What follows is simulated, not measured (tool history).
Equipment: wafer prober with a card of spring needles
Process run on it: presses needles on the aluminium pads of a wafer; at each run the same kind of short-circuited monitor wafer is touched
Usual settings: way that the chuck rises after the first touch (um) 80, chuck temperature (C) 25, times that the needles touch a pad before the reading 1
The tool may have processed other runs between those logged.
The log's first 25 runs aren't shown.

| run | hour | way that the chuck rises after the first touch (um) | chuck temperature (C) | times that the needles touch a pad before the reading | touches since the tips were cleaned | cleanings since the card got new needles | touches since the first contact's height was set | resistance of one needle with its contact and lead (mohm) | way that a needle slides on the pad (um) |
|---|---|---|---|---|---|---|---|---|---|
| 26 | 182.3 | 91 | 38 | 2 | 5104 | 40 | 13487 | 276 | 22.63 |
|  | 187.1 | tips cleaned on abrasive film |
| 27 | 188.8 | 91 | 38 | 2 | 1059 | 41 | 17477 | 240 | 22.53 |
| 28 | 197.8 | 91 | 38 | 2 | 6610 | 41 | 23028 | 274 | 22.68 |
|  | 200.3 | tips cleaned on abrasive film |
| 29 | 205.1 | 63 | 38 | 1 | 2981 | 42 | 27505 | 414 | 15.57 |
| 30 | 211.2 | 63 | 38 | 1 | 6779 | 42 | 31303 | 443 | 15.51 |
|  | 213.2 | tips cleaned on abrasive film |
| 31 | 218.4 | 77 | 38 | 2 | 3257 | 43 | 35712 | 291 | 19.02 |
| 32 | 223.7 | 83 | 87 | 1 | 6517 | 43 | 38972 | 346 | 20.48 |
|  | 226.5 | tips cleaned on abrasive film |
| 33 | 229.6 | 80 | 25 | 1 | 1945 | 44 | 42569 | 303 | 19.78 |

Each row is a separate what-if for the run after 33, all from the same tool condition, not one after another. Results?
| A | 238.0 | 90 | 25 | 1 | 7122 | 44 | 47746 | ? | ? |
| B | 238.0 | 80 | 25 | 1 | 7122 | 44 | 47746 | ? | ? |
| C | 238.0 | 85 | 68 | 2 | 7122 | 44 | 47746 | ? | ? |
| D | 238.0 | 80 | 104 | 1 | 7122 | 44 | 47746 | ? | ? |

| run | resistance of one needle with its contact and lead (mohm) | way that a needle slides on the pad (um) |
|---|---|---|
| A | 326 | 22.31 |
| B | 355 | 19.81 |
| C | 290 | 21.02 |
| D | 358 | 19.71 |
The same runs, with their run-to-run variation unchanged, on a tool lacking any hidden condition would have given:
| run | resistance of one needle with its contact and lead (mohm) | way that a needle slides on the pad (um) |
|---|---|---|
| A | 200 | 22.47 |
| B | 200 | 19.97 |
| C | 211 | 21.17 |
| D | 219 | 19.86 |
